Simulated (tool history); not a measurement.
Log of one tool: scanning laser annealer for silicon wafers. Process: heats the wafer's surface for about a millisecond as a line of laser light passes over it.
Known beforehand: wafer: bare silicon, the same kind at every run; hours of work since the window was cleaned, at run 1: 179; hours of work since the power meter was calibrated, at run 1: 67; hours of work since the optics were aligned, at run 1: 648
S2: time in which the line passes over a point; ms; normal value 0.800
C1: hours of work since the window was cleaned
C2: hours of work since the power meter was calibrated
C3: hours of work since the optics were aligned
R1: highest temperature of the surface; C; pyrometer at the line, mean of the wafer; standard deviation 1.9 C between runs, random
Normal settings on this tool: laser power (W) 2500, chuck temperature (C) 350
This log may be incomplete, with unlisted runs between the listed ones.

{"run": 1, "day": 0.0, "laser power (W)": 2500, "S2": 0.8, "chuck temperature (C)": 350, "C1": 179, "C2": 67, "C3": 648, "R1": 1084}
{"run": 2, "day": 0.233, "laser power (W)": 2500, "S2": 0.8, "chuck temperature (C)": 350, "C1": 183, "C2": 71, "C3": 652, "R1": 1082}
{"run": 3, "day": 0.6, "laser power (W)": 2500, "S2": 0.66, "chuck temperature (C)": 350, "C1": 190, "C2": 77, "C3": 658, "R1": 1020}
{"run": 4, "day": 0.762, "laser power (W)": 2500, "S2": 0.66, "chuck temperature (C)": 350, "C1": 193, "C2": 80, "C3": 661, "R1": 1015}
{"run": 5, "day": 0.962, "laser power (W)": 2500, "S2": 0.66, "chuck temperature (C)": 350, "C1": 196, "C2": 83, "C3": 664, "R1": 1021}
{"run": 6, "day": 1.154, "laser power (W)": 2500, "S2": 0.8, "chuck temperature (C)": 350, "C1": 199, "C2": 87, "C3": 668, "R1": 1083}
{"run": 7, "day": 1.354, "laser power (W)": 2500, "S2": 0.8, "chuck temperature (C)": 350, "C1": 203, "C2": 90, "C3": 671, "R1": 1081}
{"run": 8, "day": 1.612, "laser power (W)": 2500, "S2": 0.8, "chuck temperature (C)": 350, "C1": 207, "C2": 95, "C3": 676, "R1": 1080}
{"run": 9, "day": 1.962, "laser power (W)": 2360, "S2": 0.87, "chuck temperature (C)": 317, "C1": 213, "C2": 101, "C3": 682, "R1": 1023}
{"run": 10, "day": 2.275, "laser power (W)": 2274, "S2": 0.87, "chuck temperature (C)": 349, "C1": 219, "C2": 106, "C3": 687, "R1": 1021}
{"run": 11, "day": 2.533, "laser power (W)": 2500, "S2": 0.804, "chuck temperature (C)": 310, "C1": 223, "C2": 110, "C3": 692, "R1": 1042}
{"run": 12, "day": 2.683, "laser power (W)": 2500, "S2": 0.86, "chuck temperature (C)": 350, "C1": 226, "C2": 113, "C3": 694, "R1": 1106}
{"run": 13, "day": 2.942, "laser power (W)": 2715, "S2": 0.688, "chuck temperature (C)": 350, "C1": 230, "C2": 117, "C3": 699, "R1": 1108}
{"run": 14, "day": 3.283, "laser power (W)": 2715, "S2": 0.688, "chuck temperature (C)": 350, "C1": 236, "C2": 123, "C3": 704, "R1": 1101}

Below, some changes in R1 between adjacent runs. For each, the amount present without the hidden state too (settings, incoming material, random variation) and the amount remaining for the hidden state with gauge scatter not shared by both compared results:
Hidden state at play: light that passes the window, % of a clean one's; laser's true power over the reading, %; width of the line over the set one, %; drift of the gauge itself on peak_c, C.
Run 1 -> 2: nothing adjusted, nothing logged. R1 -2 C: hidden state +1, all else -3.
Run 11 -> 12: S2 0.804 -> 0.860, chuck temperature (C) 310 -> 350. R1 +64 C: hidden state -1, all else +65.

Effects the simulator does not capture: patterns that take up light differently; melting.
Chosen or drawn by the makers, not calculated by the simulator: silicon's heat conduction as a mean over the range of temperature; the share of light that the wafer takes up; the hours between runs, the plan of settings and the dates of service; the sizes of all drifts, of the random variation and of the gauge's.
